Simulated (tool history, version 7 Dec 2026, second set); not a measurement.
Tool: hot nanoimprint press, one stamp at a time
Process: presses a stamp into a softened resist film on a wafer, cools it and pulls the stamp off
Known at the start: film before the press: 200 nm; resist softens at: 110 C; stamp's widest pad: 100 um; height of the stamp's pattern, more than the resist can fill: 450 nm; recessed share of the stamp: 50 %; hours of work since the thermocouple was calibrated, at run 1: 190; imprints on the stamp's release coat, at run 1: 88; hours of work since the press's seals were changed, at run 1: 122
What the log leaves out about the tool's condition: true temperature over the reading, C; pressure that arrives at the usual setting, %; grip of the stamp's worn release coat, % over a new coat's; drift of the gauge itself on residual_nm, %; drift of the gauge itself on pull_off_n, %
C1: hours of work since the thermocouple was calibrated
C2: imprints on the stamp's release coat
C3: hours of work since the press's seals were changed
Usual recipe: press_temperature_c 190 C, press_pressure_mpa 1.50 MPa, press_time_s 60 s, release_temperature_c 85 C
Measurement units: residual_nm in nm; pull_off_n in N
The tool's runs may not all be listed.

{"run": 1, "hour": 0.0, "press_temperature_c": 190, "press_pressure_mpa": 1.5, "press_time_s": 60, "release_temperature_c": 85, "C1": 190, "C2": 88, "C3": 122, "residual_nm": 76.2, "pull_off_n": 103}
{"run": 2, "hour": 7.3, "press_temperature_c": 190, "press_pressure_mpa": 1.5, "press_time_s": 60, "release_temperature_c": 85, "C1": 193, "C2": 113, "C3": 125, "residual_nm": 75.4, "pull_off_n": 107}
{"run": 3, "hour": 13.1, "press_temperature_c": 190, "press_pressure_mpa": 1.5, "press_time_s": 60, "release_temperature_c": 85, "C1": 195, "C2": 134, "C3": 128, "residual_nm": 75.7, "pull_off_n": 106}
{"run": 4, "hour": 18.2, "press_temperature_c": 190, "press_pressure_mpa": 1.5, "press_time_s": 60, "release_temperature_c": 85, "C1": 198, "C2": 151, "C3": 130, "residual_nm": 77.3, "pull_off_n": 110}
{"run": 5, "hour": 27.0, "press_temperature_c": 190, "press_pressure_mpa": 1.5, "press_time_s": 60, "release_temperature_c": 85, "C1": 202, "C2": 182, "C3": 134, "residual_nm": 74.5, "pull_off_n": 109}
{"run": 6, "hour": 36.1, "press_temperature_c": 190, "press_pressure_mpa": 1.5, "press_time_s": 60, "release_temperature_c": 85, "C1": 206, "C2": 213, "C3": 138, "residual_nm": 75.0, "pull_off_n": 110}
{"run": 7, "hour": 41.7, "press_temperature_c": 190, "press_pressure_mpa": 1.5, "press_time_s": 60, "release_temperature_c": 85, "C1": 208, "C2": 233, "C3": 141, "residual_nm": 74.7, "pull_off_n": 110}
{"run": 8, "hour": 50.3, "press_temperature_c": 190, "press_pressure_mpa": 0.97, "press_time_s": 60, "release_temperature_c": 85, "C1": 212, "C2": 262, "C3": 144, "residual_nm": 92.3, "pull_off_n": 112}
{"run": 9, "hour": 55.7, "press_temperature_c": 190, "press_pressure_mpa": 0.97, "press_time_s": 60, "release_temperature_c": 85, "C1": 215, "C2": 281, "C3": 147, "residual_nm": 94.1, "pull_off_n": 111}
{"run": 10, "hour": 61.5, "press_temperature_c": 198, "press_pressure_mpa": 1.42, "press_time_s": 60, "release_temperature_c": 85, "C1": 217, "C2": 301, "C3": 149, "residual_nm": 53.4, "pull_off_n": 113}
{"run": 11, "hour": 70.0, "press_temperature_c": 180, "press_pressure_mpa": 1.5, "press_time_s": 67, "release_temperature_c": 85, "C1": 221, "C2": 331, "C3": 153, "residual_nm": 114.9, "pull_off_n": 116}
{"run": 12, "hour": 76.2, "press_temperature_c": 201, "press_pressure_mpa": 2.03, "press_time_s": 58, "release_temperature_c": 74, "C1": 224, "C2": 352, "C3": 156, "residual_nm": 39.5, "pull_off_n": 129}
{"run": 13, "hour": 85.1, "press_temperature_c": 201, "press_pressure_mpa": 2.03, "press_time_s": 98, "release_temperature_c": 86, "C1": 228, "C2": 383, "C3": 160, "residual_nm": 31.5, "pull_off_n": 115}
{"run": 14, "hour": 91.9, "press_temperature_c": 201, "press_pressure_mpa": 2.03, "press_time_s": 98, "release_temperature_c": 86, "C1": 231, "C2": 407, "C3": 163, "residual_nm": 32.3, "pull_off_n": 116}

Table of differences, measured result less the result of that run with no hidden state. Run-to-run variation is the same in both. Gauge scatter possibly is not:
run=1 residual_nm=+2.8 pull_off_n=+3
run=2 residual_nm=+2.8 pull_off_n=+5
run=3 residual_nm=+2.9 pull_off_n=+5
run=4 residual_nm=+3.0 pull_off_n=+6
run=5 residual_nm=+2.9 pull_off_n=+7
run=6 residual_nm=+3.0 pull_off_n=+7
run=7 residual_nm=+3.0 pull_off_n=+9
run=8 residual_nm=+3.3 pull_off_n=+9
run=9 residual_nm=+3.4 pull_off_n=+10
run=10 residual_nm=+2.2 pull_off_n=+10
run=11 residual_nm=+4.4 pull_off_n=+12
run=12 residual_nm=+1.8 pull_off_n=+14
run=13 residual_nm=+1.4 pull_off_n=+14
run=14 residual_nm=+1.5 pull_off_n=+15
